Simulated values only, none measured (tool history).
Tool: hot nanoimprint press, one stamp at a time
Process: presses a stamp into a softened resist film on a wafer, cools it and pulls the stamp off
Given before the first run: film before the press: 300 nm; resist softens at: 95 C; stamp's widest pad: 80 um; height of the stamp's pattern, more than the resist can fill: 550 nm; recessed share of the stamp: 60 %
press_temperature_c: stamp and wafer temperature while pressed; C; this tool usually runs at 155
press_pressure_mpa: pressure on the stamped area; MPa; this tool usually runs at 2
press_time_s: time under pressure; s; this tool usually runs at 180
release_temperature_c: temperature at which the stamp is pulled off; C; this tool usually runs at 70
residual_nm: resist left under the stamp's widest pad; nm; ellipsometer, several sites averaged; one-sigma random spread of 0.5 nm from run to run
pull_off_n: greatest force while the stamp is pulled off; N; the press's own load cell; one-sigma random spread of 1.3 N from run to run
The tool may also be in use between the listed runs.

run,day,press_temperature_c,press_pressure_mpa,press_time_s,release_temperature_c,residual_nm,pull_off_n
1,0,155,2,180,70,137,211
2,0.338,155,2,180,70,136.6,211
3,0.654,155,2,180,70,136.9,210
4,0.983,155,2,180,70,137.4,213
# day 1.133: plate thermocouple calibrated
5,1.342,155,2,180,69,132.8,212
6,1.725,155,2,180,69,133.1,216
7,1.912,155,2,180,69,133.7,215
8,2.208,155,2.06,180,59,131.8,254
9,2.596,155,2,346,73,102.5,198
10,2.983,155,2,346,73,102.2,202
11,3.229,145,2,245,70,208.6,210

Selected run-to-run steps in residual_nm, each split into two signed amounts: the part the tool would show with no hidden state at all (from settings, incoming material and random variation), and the remainder, which goes to the hidden state together with any gauge scatter not common to the measured and the hidden-state-free results:
What the log doesn't record here: true temperature over the reading, C; pressure that arrives at the usual setting, %; grip of the stamp's worn release coat, % over a new coat's; drift of the gauge itself on residual_nm, %; drift of the gauge itself on pull_off_n, %.
Run 10 -> 11: press_temperature_c 155 -> 145, press_time_s 346 -> 245, release_temperature_c 73 -> 70. residual_nm +106.4 nm: hidden state -3.8, all else +110.2.

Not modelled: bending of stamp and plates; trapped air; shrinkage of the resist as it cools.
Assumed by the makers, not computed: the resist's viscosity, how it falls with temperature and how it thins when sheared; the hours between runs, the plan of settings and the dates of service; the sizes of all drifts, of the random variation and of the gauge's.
